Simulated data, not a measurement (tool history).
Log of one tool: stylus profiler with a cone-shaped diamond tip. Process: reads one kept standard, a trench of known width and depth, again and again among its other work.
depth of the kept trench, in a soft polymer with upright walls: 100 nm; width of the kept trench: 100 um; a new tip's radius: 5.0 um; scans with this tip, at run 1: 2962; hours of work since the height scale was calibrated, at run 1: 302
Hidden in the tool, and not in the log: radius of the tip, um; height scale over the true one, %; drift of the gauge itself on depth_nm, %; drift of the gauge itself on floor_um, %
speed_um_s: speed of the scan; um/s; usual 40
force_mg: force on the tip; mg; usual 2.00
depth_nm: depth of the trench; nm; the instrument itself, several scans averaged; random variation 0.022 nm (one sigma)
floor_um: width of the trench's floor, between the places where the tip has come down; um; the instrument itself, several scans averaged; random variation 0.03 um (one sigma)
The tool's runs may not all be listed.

| run | hour | speed_um_s | force_mg | scans with this tip | hours of work since the height scale was calibrated | depth_nm | floor_um |
|---|---|---|---|---|---|---|---|
| 1 | 0.0 | 40 | 2.00 | 2962 | 302 | 101.36 | 97.73 |
| 2 | 53.1 | 40 | 2.00 | 3334 | 340 | 101.38 | 97.73 |
| 3 | 102.3 | 40 | 2.00 | 3679 | 375 | 101.38 | 97.76 |
| 4 | 133.9 | 102 | 2.00 | 3901 | 398 | 101.40 | 97.31 |
| 5 | 161.6 | 47 | 2.00 | 4096 | 417 | 101.39 | 97.71 |
| 6 | 224.8 | 47 | 2.00 | 4539 | 463 | 101.36 | 97.65 |
| 7 | 269.9 | 40 | 2.00 | 4855 | 495 | 101.37 | 97.70 |
| 8 | 317.9 | 40 | 2.00 | 5192 | 529 | 101.35 | 97.75 |
| 9 | 355.9 | 40 | 2.00 | 5459 | 556 | 101.37 | 97.76 |
| 10 | 411.0 | 40 | 2.00 | 5845 | 596 | 101.37 | 97.74 |
| 11 | 476.6 | 40 | 2.00 | 6306 | 643 | 101.41 | 97.75 |
| 12 | 511.1 | 40 | 3.58 | 6548 | 667 | 102.01 | 97.77 |
| 13 | 574.7 | 40 | 2.00 | 6994 | 713 | 101.36 | 97.73 |
| 14 | 636.5 | 40 | 2.00 | 7428 | 757 | 101.38 | 97.74 |
| 15 | 696.8 | 40 | 2.00 | 7851 | 800 | 101.38 | 97.71 |
| 16 | 726.6 | 40 | 2.00 | 8060 | 821 | 101.41 | 97.68 |
| 17 | 782.4 | 40 | 2.00 | 8451 | 861 | 101.38 | 97.75 |
| 18 | 815.4 | 40 | 2.00 | 8683 | 885 | 101.33 | 97.72 |
| 19 | 869.3 | 40 | 2.00 | 9061 | 923 | 101.37 | 97.70 |
| 20 | 904.0 | 40 | 5.17 | 9305 | 948 | 102.61 | 97.85 |
| 21 | 969.1 | 40 | 1.42 | 9762 | 995 | 101.08 | 97.65 |
| 22 | 1022.5 | 40 | 2.00 | 10136 | 1033 | 101.36 | 97.74 |
| 23 | 1085.0 | 40 | 2.00 | 10575 | 1078 | 101.37 | 97.73 |
| 24 | 1128.3 | 40 | 2.00 | 10878 | 1109 | 101.40 | 97.68 |
| 25 | 1184.6 | 40 | 2.00 | 11274 | 1149 | 101.40 | 97.81 |
| 26 | 1216.8 | 40 | 2.00 | 11500 | 1172 | 101.36 | 97.71 |
| 27 | 1271.7 | 13 | 2.00 | 11885 | 1211 | 101.44 | 97.93 |
| 28 | 1316.8 | 40 | 1.28 | 12201 | 1243 | 101.04 | 97.68 |
| 29 | 1379.6 | 40 | 1.28 | 12642 | 1288 | 100.97 | 97.69 |
|  | 1423.0 | new tip fitted, height scale calibrated |
| 30 | 1437.0 | 42 | 0.80 | 98 | 10 | 100.78 | 97.57 |
| 31 | 1479.3 | 17 | 1.15 | 396 | 40 | 100.95 | 97.86 |
| 32 | 1507.7 | 17 | 1.15 | 594 | 61 | 100.96 | 97.86 |
| 33 | 1542.8 | 17 | 1.15 | 841 | 86 | 100.92 | 97.90 |
| 34 | 1606.0 | 17 | 1.15 | 1284 | 131 | 100.95 | 97.85 |
| 35 | 1652.7 | 47 | 0.90 | 1612 | 164 | 100.79 | 97.52 |
| 36 | 1718.1 | 39 | 4.71 | 2071 | 211 | 102.46 | 97.85 |
| 37 | 1775.7 | 30 | 5.88 | 2475 | 252 | 102.83 | 97.89 |
| 38 | 1819.3 | 21 | 2.00 | 2781 | 283 | 101.41 | 97.86 |
| 39 | 1870.2 | 101 | 2.73 | 3138 | 320 | 101.68 | 97.41 |
| 40 | 1932.6 | 12 | 2.64 | 3576 | 364 | 101.68 | 97.92 |
| 41 | 1992.7 | 21 | 1.63 | 3998 | 407 | 101.17 | 97.89 |
| 42 | 2045.4 | 21 | 1.63 | 4368 | 445 | 101.19 | 97.86 |
| 43 | 2109.6 | 152 | 4.68 | 4818 | 491 | 102.43 | 97.34 |
| 44 | 2163.7 | 135 | 3.79 | 5198 | 530 | 102.12 | 97.30 |
| 45 | 2226.4 | 135 | 3.79 | 5637 | 574 | 102.11 | 97.31 |
| 46 | 2271.7 | 20 | 5.38 | 5955 | 607 | 102.68 | 97.88 |

How the hidden state differs across the entries between the runs, from the last listed run before each to the first after it:
Between runs 29 and 30: new tip fitted, height scale calibrated (hour 1423.0)
  radius of the tip, um: 5.08 -> 5; height scale over the true one, %: 0.001 -> 0
